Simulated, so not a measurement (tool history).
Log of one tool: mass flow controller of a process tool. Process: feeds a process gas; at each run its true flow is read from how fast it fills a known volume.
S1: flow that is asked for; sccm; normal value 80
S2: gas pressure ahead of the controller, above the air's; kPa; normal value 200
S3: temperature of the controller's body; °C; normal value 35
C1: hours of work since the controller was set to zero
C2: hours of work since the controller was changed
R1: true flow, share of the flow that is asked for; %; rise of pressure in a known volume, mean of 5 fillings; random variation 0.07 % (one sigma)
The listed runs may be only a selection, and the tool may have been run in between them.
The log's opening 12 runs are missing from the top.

Run 13, hour 2074.9: usual settings; C1 4428; C2 4428. Result: R1 99.33 %.
Run 14, hour 2233.4: usual settings but S2 226 kPa; C1 4492; C2 4492. Result: R1 99.18 %.
Run 15, hour 2406.6: usual settings but S2 226 kPa; C1 4562; C2 4562. Result: R1 99.15 %.
Run 16, hour 2550.5: usual settings but S2 226 kPa; C1 4620; C2 4620. Result: R1 99.21 %.
Run 17, hour 2683.0: usual settings but S2 226 kPa; C1 4673; C2 4673. Result: R1 99.24 %.
Run 18, hour 2832.6: usual settings but S2 226 kPa; C1 4733; C2 4733. Result: R1 99.19 %.
At hour 2973.8: controller's zero set anew.
Run 19, hour 2987.7: usual settings but S2 226 kPa; C1 6; C2 4796. Result: R1 98.27 %.
Run 20, hour 3146.7: usual settings but S2 226 kPa; C1 70; C2 4860. Result: R1 98.23 %.
Run 21, hour 3330.2: usual settings but S2 161 kPa; C1 144; C2 4934. Result: R1 98.59 %.
Run 22, hour 3486.4: usual settings but S1 52 sccm; C1 207; C2 4997. Result: R1 97.73 %.
Run 23, hour 3628.1: usual settings but S3 38 °C; C1 264; C2 5054. Result: R1 98.20 %.
Run 24, hour 3814.6: usual settings; C1 339; C2 5130. Result: R1 98.40 %.
Run 25, hour 4009.2: usual settings but S1 18 sccm, S2 142 kPa, S3 36 °C; C1 418; C2 5208. Result: R1 97.55 %.
Run 26, hour 4133.6: usual settings but S1 15 sccm, S2 216 kPa, S3 30 °C; C1 468; C2 5259. Result: R1 97.36 %.
Run 27, hour 4367.5: usual settings but S2 220 kPa; C1 563; C2 5353. Result: R1 98.37 %.
Run 28, hour 4477.1: usual settings but S2 220 kPa; C1 607; C2 5397. Result: R1 98.19 %.
Run 29, hour 4661.5: usual settings but S1 34 sccm, S2 271 kPa; C1 681; C2 5472. Result: R1 97.12 %.
Run 30, hour 4836.8: usual settings but S1 34 sccm, S2 271 kPa; C1 752; C2 5542. Result: R1 97.21 %.
Run 31, hour 5056.4: usual settings but S2 268 kPa; C1 841; C2 5631. Result: R1 98.05 %.
Run 32, hour 5303.3: usual settings but S1 42 sccm, S2 143 kPa, S3 33 °C; C1 940; C2 5731. Result: R1 98.11 %.
Run 33, hour 5521.1: usual settings but S1 42 sccm, S2 143 kPa, S3 33 °C; C1 1028; C2 5819. Result: R1 98.00 %.
Run 34, hour 5643.9: usual settings but S2 166 kPa, S3 30 °C; C1 1078; C2 5868. Result: R1 98.87 %.
Run 35, hour 5832.9: usual settings but S1 21 sccm, S2 194 kPa, S3 33 °C; C1 1154; C2 5945. Result: R1 97.82 %.
Run 36, hour 6069.2: usual settings but S1 25 sccm, S2 198 kPa, S3 33 °C; C1 1250; C2 6040. Result: R1 97.83 %.
Run 37, hour 6299.8: usual settings but S1 28 sccm, S2 183 kPa, S3 29 °C; C1 1343; C2 6133. Result: R1 98.19 %.

The next listed run, before its measurement:
Run 38, hour 6549.1: usual settings but S1 25 sccm, S2 183 kPa, S3 29 °C; C1 1443; C2 6234. Result: R1 ?.

Run 38 gave R1 98.03 %.
Had the tool carried no hidden state, the very same run would have given R1 97.87 %.

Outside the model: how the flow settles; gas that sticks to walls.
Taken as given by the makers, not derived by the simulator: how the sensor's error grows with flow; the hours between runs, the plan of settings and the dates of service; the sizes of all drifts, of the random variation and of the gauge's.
